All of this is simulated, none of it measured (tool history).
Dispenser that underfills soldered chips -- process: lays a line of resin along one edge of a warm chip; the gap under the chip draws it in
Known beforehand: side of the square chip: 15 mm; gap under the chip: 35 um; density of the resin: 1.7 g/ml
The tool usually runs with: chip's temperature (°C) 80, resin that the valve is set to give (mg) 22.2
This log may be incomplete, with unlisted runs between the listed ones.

| run | hour | chip's temperature (°C) | resin that the valve is set to give (mg) | time until the resin shows at the far edge (s) | resin that the valve gave (mg) |
|---|---|---|---|---|---|
| 1 | 0 | 80 | 22.2 | 473.7 | 22.29 |
| 2 | 8.4 | 80 | 22.2 | 628.3 | 22.09 |
|  | 15.5 | new syringe of resin |
| 3 | 19.1 | 80 | 22.2 | 509.7 | 22.03 |
| 4 | 26.8 | 80 | 20.6 | 661.4 | 20.21 |
|  | 31.7 | new syringe of resin |
| 5 | 34.1 | 80 | 26 | 502 | 25.71 |
| 6 | 41.9 | 80 | 22.2 | 653 | 21.77 |
|  | 48 | new syringe of resin |
| 7 | 52.6 | 80 | 22.2 | 530 | 21.61 |
| 8 | 63.3 | 80 | 22.2 | 764.8 | 21.52 |
|  | 64.4 | new syringe of resin |
| 9 | 72.6 | 69 | 22.2 | 878.8 | 21.51 |
| 10 | 80.2 | 83 | 22.2 | 707.2 | 21.55 |
|  | 81.5 | new syringe of resin |
| 11 | 91.2 | 89 | 22.2 | 476.6 | 21.4 |
|  | 97.8 | new syringe of resin |
| 12 | 101.2 | 89 | 22.2 | 397.3 | 21.27 |
| 13 | 112.5 | 89 | 22.2 | 567.5 | 21.15 |
|  | 114.5 | new syringe of resin |
| 14 | 121.1 | 89 | 22.2 | 432 | 21.14 |
|  | 131.3 | new syringe of resin |
| 15 | 132.1 | 89 | 22.2 | 366.8 | 21.01 |
| 16 | 140.7 | 89 | 22.2 | 477.4 | 20.86 |
| 17 | 146.3 | 89 | 22.2 | 579.2 | 20.9 |
|  | 148.2 | new syringe of resin |
|  | 157.7 | dispensing valve cleaned and set on the balance |
| 18 | 159.6 | 72 | 28.3 | 847.3 | 28.15 |
|  | 165.7 | new syringe of resin |
| 19 | 168.9 | 72 | 28.3 | 662.9 | 28.22 |
| 20 | 175.8 | 78 | 24.5 | 696.4 | 24.21 |
|  | 182.1 | new syringe of resin |
| 21 | 182.8 | 78 | 24.5 | 500.9 | 24.22 |
| 22 | 190.9 | 78 | 24.5 | 644.2 | 24.11 |
| 23 | 197.3 | 78 | 24.5 | 806.8 | 24.17 |
|  | 199.1 | new syringe of resin |
| 24 | 205.6 | 78 | 23.3 | 615 | 22.8 |
| 25 | 212.2 | 85 | 19.6 | 629.8 | 19.03 |
|  | 215.8 | new syringe of resin |
| 26 | 221.7 | 84 | 23.4 | 495.2 | 22.84 |
| 27 | 230.4 | 84 | 23.4 | 675.2 | 22.72 |
|  | 232.7 | new syringe of resin |
| 28 | 239.4 | 86 | 22.7 | 479.8 | 21.89 |
| 29 | 244.7 | 85 | 22 | 585.2 | 21.16 |
|  | 249.2 | new syringe of resin |
| 30 | 256.9 | 71 | 20.1 | 825.5 | 19.36 |
|  | 265.7 | new syringe of resin |
| 31 | 266.3 | 71 | 20.1 | 662.7 | 19.28 |
| 32 | 275.6 | 74 | 22.2 | 806.1 | 21.14 |
| 33 | 281 | 77 | 27 | 865.5 | 25.69 |
|  | 282.3 | new syringe of resin |
| 34 | 290.2 | 77 | 27 | 670.4 | 25.54 |

What if the next run were any one of these 4? Each begins from the tool's condition after run 34:
| A | 298.1 | 94 | 22.9 | ? | ? |
| B | 298.1 | 82 | 25.3 | ? | ? |
| C | 298.1 | 94 | 19 | ? | ? |
| D | 298.1 | 89 | 19.1 | ? | ? |

| run | time until the resin shows at the far edge (s) | resin that the valve gave (mg) |
|---|---|---|
| A | 517.4 | 21.55 |
| B | 743 | 23.92 |
| C | 531.7 | 17.91 |
| D | 624.7 | 17.99 |
Had the tool no hidden state, the same runs would have come out as:
| run | time until the resin shows at the far edge (s) | resin that the valve gave (mg) |
|---|---|---|
| A | 293.1 | 22.82 |
| B | 420.6 | 25.33 |
| C | 298.7 | 18.97 |
| D | 350.9 | 19.05 |

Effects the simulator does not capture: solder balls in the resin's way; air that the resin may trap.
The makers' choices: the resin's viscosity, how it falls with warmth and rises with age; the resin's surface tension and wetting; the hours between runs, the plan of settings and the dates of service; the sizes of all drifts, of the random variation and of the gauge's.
